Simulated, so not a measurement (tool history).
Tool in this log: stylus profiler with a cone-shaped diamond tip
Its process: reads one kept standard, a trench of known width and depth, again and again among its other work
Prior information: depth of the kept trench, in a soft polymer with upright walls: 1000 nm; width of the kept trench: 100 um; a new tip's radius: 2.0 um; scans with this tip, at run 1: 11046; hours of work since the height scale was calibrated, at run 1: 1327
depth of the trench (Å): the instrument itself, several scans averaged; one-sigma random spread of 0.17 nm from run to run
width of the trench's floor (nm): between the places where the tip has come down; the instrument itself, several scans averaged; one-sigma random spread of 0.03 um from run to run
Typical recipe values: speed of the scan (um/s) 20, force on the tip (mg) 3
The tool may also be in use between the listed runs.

run      day  speed of the scan (um/s)  force on the tip (mg)  scans with this tip  hours of work since the height scale was calibrated  depth of the trench (Å)  width of the trench's floor (nm)
  1        0                        20                      3                11046                                                 1327                  10133.6                             95400
  2    2.154                        20                      3                11302                                                 1358                  10133.7                             95360
  3    5.096                        20                      3                11652                                                 1400                  10132.8                             95300
  4    6.929                        20                      3                11870                                                 1426                  10133.6                             95290
  5    9.125                        20                      3                12131                                                 1458                  10132.8                             95290
  6   11.367                         5                      3                12398                                                 1490                  10131.3                             95350
  7   13.946                         5                      3                12705                                                 1527                  10131.9                             95350
  8   16.225                         5                      3                12976                                                 1559                  10130.4                             95320
  9   18.675                         5                      3                13268                                                 1594                  10131.4                             95190
 10   21.083                        20                      3                13554                                                 1629                  10130.6                             95220
 11   23.638                        20                      3                13858                                                 1665                  10131.7                             95110
 12   26.267                        20                      3                14171                                                 1703                  10128.6                             95130
 13    27.85                        20                      3                14359                                                 1725                  10129.8                             95070
 14   30.025                        20                   1.11                14618                                                 1756                    10059                             95080
 15   32.292                        20                   1.39                14888                                                 1789                  10072.2                             95120
 16   35.067                        20                   1.39                15218                                                 1829                    10072                             95070
 17   37.471                        20                   1.39                15504                                                 1863                  10070.8                             94990
 18   40.542                        20                   1.39                15869                                                 1907                  10070.8                             94970
 19   42.479                        20                      3                16100                                                 1935                  10129.5                             95020
      43.304  -- height scale calibrated on a step standard
 20   44.008                        20                      3                16279                                                   10                  10150.4                             95020
 21   46.042                        20                   7.89                16521                                                   39                  10278.7                             95040
 22   48.517                        20                      3                16816                                                   75                  10148.7                             94950
 23   51.662                        14                      3                17190                                                  119                  10151.2                             94930
 24   53.825                        14                      3                17447                                                  150                  10148.2                             94930
 25   57.033                        56                   2.07                17829                                                  196                  10119.8                             94650
 26   58.817                        77                   1.45                18041                                                  222                  10091.9                             94400
 27   60.646                        77                   4.92                18259                                                  248                    10202                             94640
 28   63.138                         9                   6.33                18555                                                  284                  10242.8                             94910
 29   65.888                         9                   6.33                18882                                                  323                  10238.9                             94810
 30   67.229                        65                      3                19042                                                  342                  10142.6                             94630
 31   70.029                         6                   4.93                19375                                                  382                  10203.2                             94840
 32   72.208                         9                   5.85                19634                                                  413                  10227.1                             94840
 33   75.112                         9                      3                19980                                                  455                  10143.5                             94830
 34   76.825                         9                      3                20183                                                  479                  10144.7                             94790
 35   79.054                        31                   1.04                20449                                                  511                  10066.9                             94560
 36   82.133                        66                   6.63                20815                                                  555                  10242.8                             94530
 37   83.654                         7                   6.79                20996                                                  577                  10248.9                             94760
 38   86.788                        54                    7.2                21369                                                  622                  10256.8                             94600
 39   90.096                        10                    1.6                21763                                                  669                  10091.5                             94650
 40   91.738                        41                   1.25                21958                                                  692                  10078.4                             94350
 41   93.454                        12                   7.08                22162                                                  717                    10256                             94650
 42   96.104                        22                   4.56                22477                                                  755                  10187.8                             94560
 43   98.921                        22                   4.56                22812                                                  795                  10189.2                             94570
 44  101.775                        32                      1                23152                                                  836                    10064                             94380
 45  104.938                        32                      1                23528                                                  881                  10064.5                             94330

Each row is a separate what-if for the run after 45, all from the same tool condition, not one after another. Results?
  A  107.067                        36                   1.66                23782                                                  912                        ?                                 ?
  B  107.067                         8                   5.79                23782                                                  912                        ?                                 ?
  C  107.067                        76                   3.85                23782                                                  912                        ?                                 ?

run  depth of the trench (Å)  width of the trench's floor (nm)
  A                  10091.3                             94370
  B                  10220.4                             94550
  C                    10164                             94270
With no hidden state in the tool, these same runs would have given:
run  depth of the trench (Å)  width of the trench's floor (nm)
  A                  10095.7                             96310
  B                  10224.8                             96490
  C                  10168.4                             96210
